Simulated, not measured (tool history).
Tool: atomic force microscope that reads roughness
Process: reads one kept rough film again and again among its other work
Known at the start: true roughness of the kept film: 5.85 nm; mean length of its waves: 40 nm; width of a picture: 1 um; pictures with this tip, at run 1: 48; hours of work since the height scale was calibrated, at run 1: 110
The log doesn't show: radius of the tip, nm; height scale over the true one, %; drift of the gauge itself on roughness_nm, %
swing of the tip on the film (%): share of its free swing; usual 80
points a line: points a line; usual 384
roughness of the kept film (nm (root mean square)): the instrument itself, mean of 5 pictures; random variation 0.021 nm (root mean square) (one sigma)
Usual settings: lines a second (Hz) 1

run	hour	lines a second (Hz)	swing of the tip on the film (%)	points a line	pictures with this tip	hours of work since the height scale was calibrated	roughness of the kept film (nm (root mean square))
1	0	1	80	384	48	110	4.822
# hour 51.6: new tip fitted
2	56.1	1	80	384	10	148	5.141
3	89.9	1	80	384	87	171	4.677
# hour 124.7: new tip fitted
4	141.7	1.45	80	384	39	206	4.878
5	177.7	1.45	80	384	122	231	4.401
# hour 198.4: new tip fitted
6	212.9	1.45	80	384	33	255	4.896
7	238.2	1.45	80	384	91	272	4.608
# hour 271.1: new tip fitted
8	293	1.45	80	384	50	309	4.823
9	320.3	1.45	80	384	113	328	4.488
# hour 343.8: new tip fitted
10	359.6	1.45	66	384	36	354	5.044
11	408.8	1.45	66	384	149	388	4.436
# hour 417.4: new tip fitted
12	439.9	1	66	384	51	409	5.03
13	470.2	0.56	69	384	121	429	4.686
# hour 490.5: new tip fitted
14	514.5	0.67	80	264	56	459	4.934
15	542.6	2.92	79	914	120	478	4.281
# hour 562.4: new tip fitted
16	571.3	1	80	983	20	498	5.098
17	602.1	1.54	80	983	91	519	4.584
18	631.1	0.64	80	778	157	538	4.423
# hour 634.4: new tip fitted
19	671	0.88	80	489	84	565	4.722
# hour 706.3: new tip fitted
20	716.9	0.88	80	489	24	596	5.182
21	744.7	0.88	80	489	88	615	4.748
22	774.9	0.88	80	489	158	636	4.388
# hour 778.3: new tip fitted
23	803	0.96	90	720	57	655	4.802

Hidden state at the last listed run before each entry between runs and at the first one after, where it differs:
Between runs 1 and 2: new tip fitted (hour 51.6)
  radius of the tip, nm: 11.2 -> 6.4; height scale over the true one, %: 0.09 -> 0.16
  measured less the result without the state, roughness of the kept film (nm (root mean square)): -0.395 -> -0.085
Between runs 3 and 4: new tip fitted (hour 124.7)
  radius of the tip, nm: 13.6 -> 8.7; height scale over the true one, %: 0.22 -> 0.28
  measured less the result without the state, roughness of the kept film (nm (root mean square)): -0.528 -> -0.231
Between runs 5 and 6: new tip fitted (hour 198.4)
  radius of the tip, nm: 17.2 -> 8.5; height scale over the true one, %: 0.33 -> 0.37
  measured less the result without the state, roughness of the kept film (nm (root mean square)): -0.704 -> -0.211
Between runs 7 and 8: new tip fitted (hour 271.1)
  radius of the tip, nm: 13.6 -> 10; height scale over the true one, %: 0.41 -> 0.48
  measured less the result without the state, roughness of the kept film (nm (root mean square)): -0.511 -> -0.301
Between runs 9 and 10: new tip fitted (hour 343.8)
  radius of the tip, nm: 15.8 -> 9.2; height scale over the true one, %: 0.51 -> 0.57
  measured less the result without the state, roughness of the kept film (nm (root mean square)): -0.629 -> -0.254
Between runs 11 and 12: new tip fitted (hour 417.4)
  radius of the tip, nm: 20.5 -> 9.8; height scale over the true one, %: 0.64 -> 0.68
  measured less the result without the state, roughness of the kept film (nm (root mean square)): -0.893 -> -0.291
Between runs 13 and 14: new tip fitted (hour 490.5)
  radius of the tip, nm: 16.2 -> 10; height scale over the true one, %: 0.73 -> 0.79
  measured less the result without the state, roughness of the kept film (nm (root mean square)): -0.666 -> -0.291
Between runs 15 and 16: new tip fitted (hour 562.4)
  radius of the tip, nm: 15.7 -> 7.2; height scale over the true one, %: 0.83 -> 0.87
  measured less the result without the state, roughness of the kept film (nm (root mean square)): -0.574 -> -0.105
Between runs 18 and 19: new tip fitted (hour 634.4)
  radius of the tip, nm: 20.6 -> 14.3; height scale over the true one, %: 0.95 -> 1.01
  measured less the result without the state, roughness of the kept film (nm (root mean square)): -0.881 -> -0.537
Between runs 19 and 20: new tip fitted (hour 706.3)
  radius of the tip, nm: 14.3 -> 7; height scale over the true one, %: 1.01 -> 1.07
  measured less the result without the state, roughness of the kept film (nm (root mean square)): -0.537 -> -0.084
Between runs 22 and 23: new tip fitted (hour 778.3)
  radius of the tip, nm: 20.3 -> 10.3; height scale over the true one, %: 1.15 -> 1.18
  measured less the result without the state, roughness of the kept film (nm (root mean square)): -0.846 -> -0.283
